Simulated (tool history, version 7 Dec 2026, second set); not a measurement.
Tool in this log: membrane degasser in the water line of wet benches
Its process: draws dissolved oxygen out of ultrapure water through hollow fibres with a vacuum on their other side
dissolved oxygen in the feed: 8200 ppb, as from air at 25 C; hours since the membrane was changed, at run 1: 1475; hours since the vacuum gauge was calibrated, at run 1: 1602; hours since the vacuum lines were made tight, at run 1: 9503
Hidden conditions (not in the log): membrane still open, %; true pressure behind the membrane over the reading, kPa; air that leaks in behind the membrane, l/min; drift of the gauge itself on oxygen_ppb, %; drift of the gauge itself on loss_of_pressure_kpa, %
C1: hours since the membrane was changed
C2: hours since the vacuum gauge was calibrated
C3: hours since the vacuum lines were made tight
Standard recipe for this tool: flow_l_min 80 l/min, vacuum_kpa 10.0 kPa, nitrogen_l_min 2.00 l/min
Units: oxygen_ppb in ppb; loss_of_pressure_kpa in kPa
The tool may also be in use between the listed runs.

run 1 hour=0.0 | flow_l_min=80 vacuum_kpa=10.0 nitrogen_l_min=2.00 | C1=1475 C2=1602 C3=9503 | oxygen_ppb=552.9 loss_of_pressure_kpa=36.16
run 2 hour=23.4 | flow_l_min=80 vacuum_kpa=10.0 nitrogen_l_min=2.00 | C1=1498 C2=1626 C3=9527 | oxygen_ppb=551.5 loss_of_pressure_kpa=36.37
run 3 hour=47.6 | flow_l_min=80 vacuum_kpa=10.0 nitrogen_l_min=2.70 | C1=1523 C2=1650 C3=9551 | oxygen_ppb=442.0 loss_of_pressure_kpa=36.43
run 4 hour=71.5 | flow_l_min=80 vacuum_kpa=10.0 nitrogen_l_min=2.00 | C1=1547 C2=1674 C3=9575 | oxygen_ppb=550.7 loss_of_pressure_kpa=36.22
run 5 hour=113.9 | flow_l_min=80 vacuum_kpa=10.0 nitrogen_l_min=2.00 | C1=1589 C2=1716 C3=9617 | oxygen_ppb=550.1 loss_of_pressure_kpa=36.29
run 6 hour=151.6 | flow_l_min=80 vacuum_kpa=10.0 nitrogen_l_min=2.00 | C1=1627 C2=1754 C3=9655 | oxygen_ppb=551.8 loss_of_pressure_kpa=36.42
run 7 hour=177.7 | flow_l_min=80 vacuum_kpa=10.0 nitrogen_l_min=2.00 | C1=1653 C2=1780 C3=9681 | oxygen_ppb=552.2 loss_of_pressure_kpa=36.11
run 8 hour=204.5 | flow_l_min=80 vacuum_kpa=10.0 nitrogen_l_min=2.00 | C1=1680 C2=1807 C3=9708 | oxygen_ppb=550.4 loss_of_pressure_kpa=36.32
run 9 hour=235.0 | flow_l_min=80 vacuum_kpa=10.0 nitrogen_l_min=4.70 | C1=1710 C2=1837 C3=9739 | oxygen_ppb=286.0 loss_of_pressure_kpa=36.45
run 10 hour=275.9 | flow_l_min=80 vacuum_kpa=10.0 nitrogen_l_min=4.70 | C1=1751 C2=1878 C3=9779 | oxygen_ppb=288.5 loss_of_pressure_kpa=36.40
run 11 hour=307.1 | flow_l_min=80 vacuum_kpa=10.0 nitrogen_l_min=4.70 | C1=1782 C2=1909 C3=9811 | oxygen_ppb=287.0 loss_of_pressure_kpa=36.28
run 12 hour=352.6 | flow_l_min=80 vacuum_kpa=10.0 nitrogen_l_min=4.70 | C1=1828 C2=1955 C3=9856 | oxygen_ppb=287.4 loss_of_pressure_kpa=36.11
run 13 hour=397.8 | flow_l_min=80 vacuum_kpa=10.0 nitrogen_l_min=4.70 | C1=1873 C2=2000 C3=9901 | oxygen_ppb=285.9 loss_of_pressure_kpa=36.32
run 14 hour=417.1 | flow_l_min=80 vacuum_kpa=23.0 nitrogen_l_min=2.00 | C1=1892 C2=2020 C3=9921 | oxygen_ppb=1396.1 loss_of_pressure_kpa=36.48
run 15 hour=453.2 | flow_l_min=80 vacuum_kpa=23.0 nitrogen_l_min=2.00 | C1=1928 C2=2056 C3=9957 | oxygen_ppb=1401.1 loss_of_pressure_kpa=36.47
run 16 hour=485.1 | flow_l_min=80 vacuum_kpa=23.0 nitrogen_l_min=2.00 | C1=1960 C2=2088 C3=9989 | oxygen_ppb=1402.2 loss_of_pressure_kpa=36.25
run 17 hour=517.4 | flow_l_min=80 vacuum_kpa=23.0 nitrogen_l_min=2.00 | C1=1992 C2=2120 C3=10021 | oxygen_ppb=1395.7 loss_of_pressure_kpa=36.27
-- hour=521.7 vacuum gauge calibrated
run 18 hour=556.9 | flow_l_min=57 vacuum_kpa=23.0 nitrogen_l_min=0.97 | C1=2031 C2=35 C3=10060 | oxygen_ppb=1784.4 loss_of_pressure_kpa=26.07
run 19 hour=590.3 | flow_l_min=80 vacuum_kpa=6.8 nitrogen_l_min=4.68 | C1=2065 C2=69 C3=10093 | oxygen_ppb=171.4 loss_of_pressure_kpa=36.41
run 20 hour=629.8 | flow_l_min=82 vacuum_kpa=6.8 nitrogen_l_min=1.18 | C1=2104 C2=108 C3=10133 | oxygen_ppb=469.2 loss_of_pressure_kpa=37.26
-- hour=648.6 vacuum gauge calibrated, once more
run 21 hour=669.5 | flow_l_min=80 vacuum_kpa=9.9 nitrogen_l_min=1.51 | C1=2143 C2=21 C3=10172 | oxygen_ppb=655.8 loss_of_pressure_kpa=36.31
run 22 hour=710.9 | flow_l_min=124 vacuum_kpa=14.6 nitrogen_l_min=2.97 | C1=2185 C2=62 C3=10213 | oxygen_ppb=943.1 loss_of_pressure_kpa=56.33
run 23 hour=734.0 | flow_l_min=54 vacuum_kpa=11.7 nitrogen_l_min=2.97 | C1=2208 C2=85 C3=10237 | oxygen_ppb=343.2 loss_of_pressure_kpa=24.72
run 24 hour=773.7 | flow_l_min=73 vacuum_kpa=13.1 nitrogen_l_min=2.00 | C1=2248 C2=125 C3=10276 | oxygen_ppb=710.2 loss_of_pressure_kpa=33.22
run 25 hour=800.7 | flow_l_min=72 vacuum_kpa=13.1 nitrogen_l_min=2.00 | C1=2275 C2=152 C3=10303 | oxygen_ppb=698.1 loss_of_pressure_kpa=32.85
run 26 hour=847.6 | flow_l_min=125 vacuum_kpa=13.4 nitrogen_l_min=2.33 | C1=2322 C2=199 C3=10350 | oxygen_ppb=1012.8 loss_of_pressure_kpa=57.50
run 27 hour=880.6 | flow_l_min=49 vacuum_kpa=13.4 nitrogen_l_min=2.33 | C1=2355 C2=232 C3=10383 | oxygen_ppb=462.7 loss_of_pressure_kpa=22.31
run 28 hour=905.0 | flow_l_min=76 vacuum_kpa=6.7 nitrogen_l_min=2.00 | C1=2379 C2=256 C3=10407 | oxygen_ppb=289.6 loss_of_pressure_kpa=34.49
run 29 hour=935.9 | flow_l_min=50 vacuum_kpa=6.7 nitrogen_l_min=5.66 | C1=2410 C2=287 C3=10438 | oxygen_ppb=80.2 loss_of_pressure_kpa=22.81
run 30 hour=962.4 | flow_l_min=116 vacuum_kpa=6.1 nitrogen_l_min=2.00 | C1=2436 C2=314 C3=10465 | oxygen_ppb=378.8 loss_of_pressure_kpa=52.87

Run 31 is up next; what results do you expect?
run 31 hour=1000.5 | flow_l_min=128 vacuum_kpa=24.2 nitrogen_l_min=0.99 | C1=2474 C2=352 C3=10503 | oxygen_ppb=? loss_of_pressure_kpa=?

Run 31 gave oxygen_ppb 2925.9 ppb, loss_of_pressure_kpa 58.28 kPa.
Minus the tool's unlogged condition, the same run would have read oxygen_ppb 2925.9 ppb, loss_of_pressure_kpa 57.82 kPa.
